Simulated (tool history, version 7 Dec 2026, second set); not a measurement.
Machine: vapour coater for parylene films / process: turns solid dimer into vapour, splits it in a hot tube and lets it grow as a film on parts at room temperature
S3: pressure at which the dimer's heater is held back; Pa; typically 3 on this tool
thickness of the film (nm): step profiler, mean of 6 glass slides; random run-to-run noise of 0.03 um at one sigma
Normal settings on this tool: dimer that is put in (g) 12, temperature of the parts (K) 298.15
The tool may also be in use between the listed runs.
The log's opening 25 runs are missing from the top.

run 26 hour=419.1 | dimer_that_is_put_in_(g)=12 temperature_of_the_parts_(K)=298.15 S3=3 | thickness_of_the_film_(nm)=2400
run 27 hour=430.6 | dimer_that_is_put_in_(g)=12 temperature_of_the_parts_(K)=296.15 S3=8.25 | thickness_of_the_film_(nm)=2050
run 28 hour=450.8 | dimer_that_is_put_in_(g)=12 temperature_of_the_parts_(K)=295.15 S3=9.23 | thickness_of_the_film_(nm)=2020
run 29 hour=461.7 | dimer_that_is_put_in_(g)=6 temperature_of_the_parts_(K)=308.15 S3=4.29 | thickness_of_the_film_(nm)=810
run 30 hour=475.6 | dimer_that_is_put_in_(g)=8 temperature_of_the_parts_(K)=310.15 S3=3.97 | thickness_of_the_film_(nm)=1040
-- hour=501 trap's valve overhauled
run 31 hour=501.8 | dimer_that_is_put_in_(g)=8 temperature_of_the_parts_(K)=310.15 S3=3.97 | thickness_of_the_film_(nm)=1200
run 32 hour=517 | dimer_that_is_put_in_(g)=8 temperature_of_the_parts_(K)=310.15 S3=3.97 | thickness_of_the_film_(nm)=1190
run 33 hour=541.5 | dimer_that_is_put_in_(g)=13 temperature_of_the_parts_(K)=309.15 S3=8.7 | thickness_of_the_film_(nm)=1710
run 34 hour=565.5 | dimer_that_is_put_in_(g)=20 temperature_of_the_parts_(K)=309.15 S3=8.7 | thickness_of_the_film_(nm)=2600
run 35 hour=577 | dimer_that_is_put_in_(g)=11 temperature_of_the_parts_(K)=292.15 S3=5.92 | thickness_of_the_film_(nm)=2590
run 36 hour=587 | dimer_that_is_put_in_(g)=20 temperature_of_the_parts_(K)=295.15 S3=4.05 | thickness_of_the_film_(nm)=4600
run 37 hour=599.1 | dimer_that_is_put_in_(g)=20 temperature_of_the_parts_(K)=297.15 S3=8.71 | thickness_of_the_film_(nm)=3730
run 38 hour=622.8 | dimer_that_is_put_in_(g)=20 temperature_of_the_parts_(K)=297.15 S3=8.71 | thickness_of_the_film_(nm)=3770
run 39 hour=635.8 | dimer_that_is_put_in_(g)=12 temperature_of_the_parts_(K)=293.15 S3=3 | thickness_of_the_film_(nm)=3160
run 40 hour=657.1 | dimer_that_is_put_in_(g)=11 temperature_of_the_parts_(K)=298.15 S3=2.21 | thickness_of_the_film_(nm)=2650
run 41 hour=681.3 | dimer_that_is_put_in_(g)=6 temperature_of_the_parts_(K)=301.15 S3=3.4 | thickness_of_the_film_(nm)=1200
run 42 hour=699.6 | dimer_that_is_put_in_(g)=8 temperature_of_the_parts_(K)=299.15 S3=3.48 | thickness_of_the_film_(nm)=1700
run 43 hour=713.6 | dimer_that_is_put_in_(g)=7 temperature_of_the_parts_(K)=306.15 S3=3.35 | thickness_of_the_film_(nm)=1190
run 44 hour=733.6 | dimer_that_is_put_in_(g)=12 temperature_of_the_parts_(K)=291.15 S3=4.04 | thickness_of_the_film_(nm)=3070
run 45 hour=755.4 | dimer_that_is_put_in_(g)=5 temperature_of_the_parts_(K)=307.15 S3=11.63 | thickness_of_the_film_(nm)=610
run 46 hour=775.2 | dimer_that_is_put_in_(g)=5 temperature_of_the_parts_(K)=298.15 S3=9.58 | thickness_of_the_film_(nm)=810
run 47 hour=790.3 | dimer_that_is_put_in_(g)=6 temperature_of_the_parts_(K)=295.15 S3=8.54 | thickness_of_the_film_(nm)=1150

What does the tool deliver on the next run?
run 48 hour=812.4 | dimer_that_is_put_in_(g)=7 temperature_of_the_parts_(K)=298.15 S3=6.74 | thickness_of_the_film_(nm)=?

{"run 48": {"thickness of the film (nm)": 1320}}
The same run, on a tool lacking any hidden state, would have yielded thickness of the film (nm) 1360.
